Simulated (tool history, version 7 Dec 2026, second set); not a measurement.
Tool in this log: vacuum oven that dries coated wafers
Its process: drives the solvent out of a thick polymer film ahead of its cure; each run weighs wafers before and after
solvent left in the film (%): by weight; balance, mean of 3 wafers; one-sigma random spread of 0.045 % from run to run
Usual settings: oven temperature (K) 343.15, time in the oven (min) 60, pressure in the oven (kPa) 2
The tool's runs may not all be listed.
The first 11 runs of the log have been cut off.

run	hour	oven temperature (K)	time in the oven (min)	pressure in the oven (kPa)	hours of work since the thermocouples were calibrated	hours of work since the vacuum gauge was cleaned of residue	solvent left in the film (%)
12	247.3	343.15	60	2	948	981	2.2
13	277.7	343.15	60	2	970	1003	2.23
14	308.9	343.15	60	2	993	1026	2.22
# hour 327.2: oven's thermocouples calibrated
15	338.9	343.15	60	2	9	1047	2.27
16	351.7	330.15	60	2	18	1056	7.17
17	373.4	336.15	60	2	34	1072	4.79
18	388.9	348.15	69	2.3	45	1083	1.09
19	409.2	356.15	94	2.92	60	1098	0.77
20	425.6	343.15	45	2	72	1110	3.18
21	439	346.15	60	5.53	82	1120	2.7
22	459	344.15	60	5.53	97	1134	3.35
23	489.5	344.15	93	5.58	119	1157	2.54
24	509	341.15	60	2	133	1171	2.93
25	522	328.15	38	1.56	143	1181	9.28
26	552.4	328.15	35	2.63	165	1203	10.01
27	583	343.15	83	2	187	1225	1.53
28	611.3	343.15	83	2	208	1246	1.53
29	639.9	336.15	69	2	229	1267	4.03
30	663.1	336.15	69	2	246	1284	4.24
31	690.6	343.15	66	2.03	266	1304	2.02
32	712.6	344.15	46	1.68	282	1320	2.69

For run 33, what comes out?
33	732.3	339.15	56	5.02	297	1335	?

solvent left in the film (%): 5.11
The same run, on a tool lacking any hidden state, would have yielded solvent left in the film (%) 5.08.
